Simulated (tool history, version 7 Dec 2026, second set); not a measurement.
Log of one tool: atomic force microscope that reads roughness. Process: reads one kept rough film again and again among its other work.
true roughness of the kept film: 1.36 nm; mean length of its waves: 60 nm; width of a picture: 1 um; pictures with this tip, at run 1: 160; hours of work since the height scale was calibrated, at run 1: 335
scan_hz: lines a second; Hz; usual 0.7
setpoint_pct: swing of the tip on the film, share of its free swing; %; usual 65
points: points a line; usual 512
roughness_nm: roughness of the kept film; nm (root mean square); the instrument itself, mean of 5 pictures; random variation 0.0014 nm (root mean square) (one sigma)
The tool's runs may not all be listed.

run	hour	scan_hz	setpoint_pct	points	pictures with this tip	hours of work since the height scale was calibrated	roughness_nm
1	0	0.7	65	512	160	335	1.301
2	9.3	0.7	65	613	170	339	1.302
3	26.5	0.7	65	613	187	347	1.3
4	37.6	1.17	65	512	198	352	1.273
5	48.5	1.17	65	512	210	357	1.271
6	62.3	1.17	65	512	224	363	1.271
7	76.1	1.17	65	512	238	370	1.274
8	90.9	0.7	65	782	253	377	1.295
9	101.4	0.7	65	512	264	381	1.292
10	111.8	0.7	65	512	274	386	1.294
11	125.7	0.7	65	512	288	393	1.295
12	138.7	3.703	65	512	302	399	1.157
13	155.1	3.703	65	512	318	406	1.156
# hour 156.8: new tip fitted
14	168.6	0.7	73	512	13	412	1.291
15	179.1	0.7	73	512	23	417	1.288
16	196.5	0.7	60	512	41	425	1.321
17	212.4	0.7	60	512	57	432	1.317
18	230.9	0.7	65	512	76	441	1.308
19	243.7	0.7	65	512	89	447	1.307
20	259.3	0.981	65	512	105	454	1.288
21	277	0.7	65	1019	123	462	1.305
22	285.7	0.7	65	1019	132	466	1.303
23	298.1	0.7	65	1019	145	472	1.305
24	316.9	0.7	59	512	164	480	1.308
25	329.7	0.7	59	512	177	486	1.311
26	347.7	3.789	70	614	195	495	1.109
27	365.1	0.7	61	287	213	503	1.302
28	377.6	0.7	61	287	226	508	1.297
29	393.8	2.517	57	512	242	516	1.258
30	407	2.517	82	716	256	522	1.062
31	425.8	2.919	65	363	275	531	1.189
32	444.7	2.919	81	596	294	539	1.036
33	463	3.078	60	614	313	548	1.22
# hour 468.9: new tip fitted
34	478.9	2.831	65	512	10	555	1.212
35	490.7	0.707	67	429	22	560	1.309
36	508.1	2.346	74	270	40	568	1.16
37	518.6	3.508	74	270	50	573	1.085
38	529.9	0.568	65	681	62	578	1.316
39	549.7	2.389	63	512	82	587	1.239
40	558	0.81	59	593	90	591	1.314
41	573	3.82	59	556	106	598	1.216
42	584.1	2.105	59	937	117	603	1.269
43	599.1	2.458	70	402	132	610	1.18
44	609.9	0.599	65	320	143	615	1.304
45	628.7	0.659	66	268	163	624	1.297
46	638.2	1.1	65	684	172	628	1.284
47	649.1	1.051	68	830	183	633	1.274

5 ways to go on from here, each from the tool as it stands after run 47. What would each give?
A	659.8	1.813	90	331	194	638	?
B	659.8	0.834	65	408	194	638	?
C	659.8	1.045	77	830	194	638	?
D	659.8	2.006	68	830	194	638	?
E	659.8	0.857	65	512	194	638	?

run	roughness_nm
A	1.056
B	1.291
C	1.234
D	1.219
E	1.292
Without the tool's hidden state the same runs would have given:
run	roughness_nm
A	1.066
B	1.303
C	1.246
D	1.231
E	1.304

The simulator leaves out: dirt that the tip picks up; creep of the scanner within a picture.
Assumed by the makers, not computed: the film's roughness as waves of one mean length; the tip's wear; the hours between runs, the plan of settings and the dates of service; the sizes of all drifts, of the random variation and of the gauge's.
